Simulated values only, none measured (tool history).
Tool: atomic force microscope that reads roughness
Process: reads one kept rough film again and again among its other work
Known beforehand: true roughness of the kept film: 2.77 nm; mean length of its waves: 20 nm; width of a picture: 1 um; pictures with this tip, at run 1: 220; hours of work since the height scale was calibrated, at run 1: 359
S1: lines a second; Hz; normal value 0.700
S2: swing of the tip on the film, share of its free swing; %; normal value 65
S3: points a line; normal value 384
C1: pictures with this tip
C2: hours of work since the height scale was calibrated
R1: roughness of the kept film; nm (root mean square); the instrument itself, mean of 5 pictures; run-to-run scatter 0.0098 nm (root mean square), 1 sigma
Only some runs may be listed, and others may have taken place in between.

{"run": 1, "hour": 0.0, "S1": 0.7, "S2": 65, "S3": 384, "C1": 220, "C2": 359, "R1": 1.64}
{"hour": 12.9, "done": "new tip fitted"}
{"run": 2, "hour": 32.2, "S1": 0.7, "S2": 65, "S3": 384, "C1": 27, "C2": 382, "R1": 2.126}
{"run": 3, "hour": 66.5, "S1": 0.7, "S2": 65, "S3": 585, "C1": 76, "C2": 407, "R1": 2.012}
{"run": 4, "hour": 97.1, "S1": 0.7, "S2": 65, "S3": 384, "C1": 119, "C2": 430, "R1": 1.892}
{"run": 5, "hour": 121.9, "S1": 0.7, "S2": 65, "S3": 384, "C1": 154, "C2": 448, "R1": 1.793}
{"run": 6, "hour": 150.9, "S1": 0.7, "S2": 65, "S3": 384, "C1": 194, "C2": 469, "R1": 1.712}
{"hour": 179.3, "done": "new tip fitted"}
{"run": 7, "hour": 179.3, "S1": 0.7, "S2": 65, "S3": 384, "C1": 0, "C2": 490, "R1": 2.244}
{"run": 8, "hour": 229.5, "S1": 0.7, "S2": 65, "S3": 384, "C1": 70, "C2": 527, "R1": 2.032}
{"run": 9, "hour": 258.9, "S1": 0.7, "S2": 65, "S3": 384, "C1": 112, "C2": 549, "R1": 1.909}
{"run": 10, "hour": 297.0, "S1": 0.7, "S2": 65, "S3": 384, "C1": 165, "C2": 577, "R1": 1.787}
{"hour": 347.9, "done": "new tip fitted"}
{"run": 11, "hour": 354.4, "S1": 0.7, "S2": 65, "S3": 384, "C1": 9, "C2": 619, "R1": 2.21}
{"run": 12, "hour": 397.4, "S1": 0.7, "S2": 58, "S3": 384, "C1": 70, "C2": 650, "R1": 2.023}
{"run": 13, "hour": 440.9, "S1": 0.7, "S2": 58, "S3": 384, "C1": 131, "C2": 682, "R1": 1.85}
{"run": 14, "hour": 484.3, "S1": 0.7, "S2": 58, "S3": 384, "C1": 192, "C2": 714, "R1": 1.698}
{"hour": 515.7, "done": "new tip fitted"}
{"run": 15, "hour": 515.7, "S1": 0.7, "S2": 58, "S3": 339, "C1": 0, "C2": 737, "R1": 2.25}
{"run": 16, "hour": 553.7, "S1": 3.14, "S2": 56, "S3": 852, "C1": 54, "C2": 765, "R1": 2.035}
{"run": 17, "hour": 611.4, "S1": 2.928, "S2": 56, "S3": 265, "C1": 135, "C2": 807, "R1": 1.759}
{"run": 18, "hour": 646.7, "S1": 0.7, "S2": 64, "S3": 294, "C1": 184, "C2": 833, "R1": 1.694}
{"hour": 681.6, "done": "new tip fitted"}
{"run": 19, "hour": 696.0, "S1": 0.937, "S2": 64, "S3": 428, "C1": 20, "C2": 869, "R1": 2.17}
{"run": 20, "hour": 751.4, "S1": 2.702, "S2": 65, "S3": 714, "C1": 98, "C2": 910, "R1": 1.868}
{"run": 21, "hour": 781.4, "S1": 3.181, "S2": 79, "S3": 742, "C1": 140, "C2": 932, "R1": 1.579}
{"run": 22, "hour": 808.7, "S1": 3.696, "S2": 88, "S3": 944, "C1": 179, "C2": 952, "R1": 1.322}
{"hour": 851.9, "done": "new tip fitted"}
{"run": 23, "hour": 866.1, "S1": 0.564, "S2": 85, "S3": 357, "C1": 20, "C2": 994, "R1": 2.127}
{"run": 24, "hour": 900.3, "S1": 0.564, "S2": 85, "S3": 357, "C1": 68, "C2": 1019, "R1": 1.989}
{"run": 25, "hour": 944.6, "S1": 0.564, "S2": 85, "S3": 357, "C1": 130, "C2": 1052, "R1": 1.833}
{"run": 26, "hour": 988.3, "S1": 0.674, "S2": 57, "S3": 384, "C1": 191, "C2": 1084, "R1": 1.768}
{"hour": 1022.6, "done": "new tip fitted"}
{"run": 27, "hour": 1029.9, "S1": 0.7, "S2": 65, "S3": 939, "C1": 10, "C2": 1114, "R1": 2.263}
{"run": 28, "hour": 1065.9, "S1": 0.7, "S2": 57, "S3": 747, "C1": 61, "C2": 1141, "R1": 2.117}
{"run": 29, "hour": 1107.6, "S1": 0.527, "S2": 75, "S3": 384, "C1": 119, "C2": 1172, "R1": 1.912}

Measured minus without-hidden-state, run by run (identical run-to-run variation in each term; gauge scatter may differ):
What the log doesn't record here: radius of the tip, nm; height scale over the true one, %; drift of the gauge itself on roughness_nm, %.
run=1 R1=-0.600
run=2 R1=-0.104
run=3 R1=-0.248
run=4 R1=-0.360
run=5 R1=-0.439
run=6 R1=-0.529
run=7 R1=+0.014
run=8 R1=-0.217
run=9 R1=-0.321
run=10 R1=-0.458
run=11 R1=-0.030
run=12 R1=-0.243
run=13 R1=-0.411
run=14 R1=-0.551
run=15 R1=+0.001
run=16 R1=-0.174
run=17 R1=-0.396
run=18 R1=-0.515
run=19 R1=-0.062
run=20 R1=-0.273
run=21 R1=-0.335
run=22 R1=-0.364
run=23 R1=-0.039
run=24 R1=-0.179
run=25 R1=-0.343
run=26 R1=-0.487
run=27 R1=+0.003
run=28 R1=-0.161
run=29 R1=-0.318
